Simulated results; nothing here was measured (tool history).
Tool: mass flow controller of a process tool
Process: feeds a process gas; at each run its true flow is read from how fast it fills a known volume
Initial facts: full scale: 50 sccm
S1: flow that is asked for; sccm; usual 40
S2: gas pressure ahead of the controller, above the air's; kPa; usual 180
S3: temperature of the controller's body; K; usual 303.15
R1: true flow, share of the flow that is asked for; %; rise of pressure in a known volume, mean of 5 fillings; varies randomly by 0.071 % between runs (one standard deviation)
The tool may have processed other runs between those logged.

{"run": 1, "day": 0.0, "S1": 40, "S2": 180, "S3": 303.15, "R1": 100.58}
{"run": 2, "day": 1.65, "S1": 40, "S2": 180, "S3": 303.15, "R1": 100.56}
{"run": 3, "day": 5.6, "S1": 40, "S2": 180, "S3": 303.15, "R1": 100.42}
{"run": 4, "day": 7.462, "S1": 40, "S2": 180, "S3": 303.15, "R1": 100.5}
{"run": 5, "day": 11.204, "S1": 40, "S2": 180, "S3": 303.15, "R1": 100.63}
{"run": 6, "day": 13.625, "S1": 40, "S2": 180, "S3": 303.15, "R1": 100.57}
{"run": 7, "day": 15.8, "S1": 40, "S2": 180, "S3": 303.15, "R1": 100.5}
{"run": 8, "day": 17.779, "S1": 40, "S2": 180, "S3": 303.15, "R1": 100.51}
{"run": 9, "day": 21.212, "S1": 40, "S2": 150, "S3": 303.15, "R1": 100.7}
{"run": 10, "day": 22.854, "S1": 40, "S2": 150, "S3": 295.15, "R1": 100.94}
{"run": 11, "day": 24.612, "S1": 40, "S2": 150, "S3": 295.15, "R1": 101.01}
{"run": 12, "day": 26.538, "S1": 40, "S2": 150, "S3": 295.15, "R1": 100.85}
{"run": 13, "day": 28.162, "S1": 40, "S2": 180, "S3": 298.15, "R1": 100.72}
{"run": 14, "day": 30.175, "S1": 40, "S2": 180, "S3": 303.15, "R1": 100.6}
{"run": 15, "day": 33.683, "S1": 40, "S2": 180, "S3": 294.15, "R1": 100.85}
{"run": 16, "day": 37.533, "S1": 40, "S2": 180, "S3": 311.15, "R1": 100.51}
{"run": 17, "day": 41.179, "S1": 40, "S2": 180, "S3": 311.15, "R1": 100.65}
{"run": 18, "day": 44.129, "S1": 40, "S2": 180, "S3": 311.15, "R1": 100.5}
{"run": 19, "day": 47.954, "S1": 40, "S2": 180, "S3": 311.15, "R1": 100.41}
{"run": 20, "day": 50.275, "S1": 19, "S2": 188, "S3": 294.15, "R1": 100.73}
{"run": 21, "day": 52.404, "S1": 13, "S2": 174, "S3": 304.15, "R1": 100.66}
{"run": 22, "day": 55.575, "S1": 13, "S2": 174, "S3": 304.15, "R1": 100.58}
{"run": 23, "day": 59.488, "S1": 9, "S2": 174, "S3": 298.15, "R1": 101.33}
{"run": 24, "day": 61.821, "S1": 38, "S2": 160, "S3": 294.15, "R1": 101.21}
{"run": 25, "day": 65.108, "S1": 38, "S2": 176, "S3": 294.15, "R1": 101.02}
{"run": 26, "day": 67.496, "S1": 40, "S2": 180, "S3": 293.15, "R1": 101.08}
{"run": 27, "day": 69.979, "S1": 36, "S2": 180, "S3": 309.15, "R1": 100.62}
{"run": 28, "day": 73.796, "S1": 40, "S2": 210, "S3": 298.15, "R1": 100.96}
{"run": 29, "day": 75.817, "S1": 13, "S2": 274, "S3": 303.15, "R1": 100.49}
{"run": 30, "day": 79.467, "S1": 42, "S2": 168, "S3": 303.15, "R1": 100.93}
{"run": 31, "day": 82.346, "S1": 40, "S2": 180, "S3": 309.15, "R1": 100.81}
{"run": 32, "day": 84.142, "S1": 5, "S2": 140, "S3": 295.15, "R1": 103.05}
{"run": 33, "day": 87.183, "S1": 40, "S2": 195, "S3": 296.15, "R1": 101.14}
{"run": 34, "day": 90.242, "S1": 40, "S2": 195, "S3": 296.15, "R1": 100.96}
{"run": 35, "day": 93.046, "S1": 22, "S2": 194, "S3": 294.15, "R1": 101.09}
{"run": 36, "day": 94.942, "S1": 7, "S2": 149, "S3": 298.15, "R1": 102.15}
{"run": 37, "day": 97.121, "S1": 9, "S2": 149, "S3": 298.15, "R1": 101.68}
{"run": 38, "day": 98.733, "S1": 8, "S2": 155, "S3": 313.15, "R1": 101.51}

What if the next run were any one of these 5? Each begins from the tool's condition after run 38:
{"run": "A", "day": 102.375, "S1": 24, "S2": 218, "S3": 307.15, "R1": "?"}
{"run": "B", "day": 102.375, "S1": 14, "S2": 219, "S3": 304.15, "R1": "?"}
{"run": "C", "day": 102.375, "S1": 10, "S2": 202, "S3": 312.15, "R1": "?"}
{"run": "D", "day": 102.375, "S1": 9, "S2": 272, "S3": 300.15, "R1": "?"}
{"run": "E", "day": 102.375, "S1": 20, "S2": 155, "S3": 313.15, "R1": "?"}

run=A R1=100.62
run=B R1=100.86
run=C R1=101.05
run=D R1=101.18
run=E R1=100.57
The same runs, with their run-to-run variation unchanged, on a tool lacking any hidden condition would have given:
run=A R1=98.92
run=B R1=98.64
run=C R1=98.34
run=D R1=98.28
run=E R1=98.72
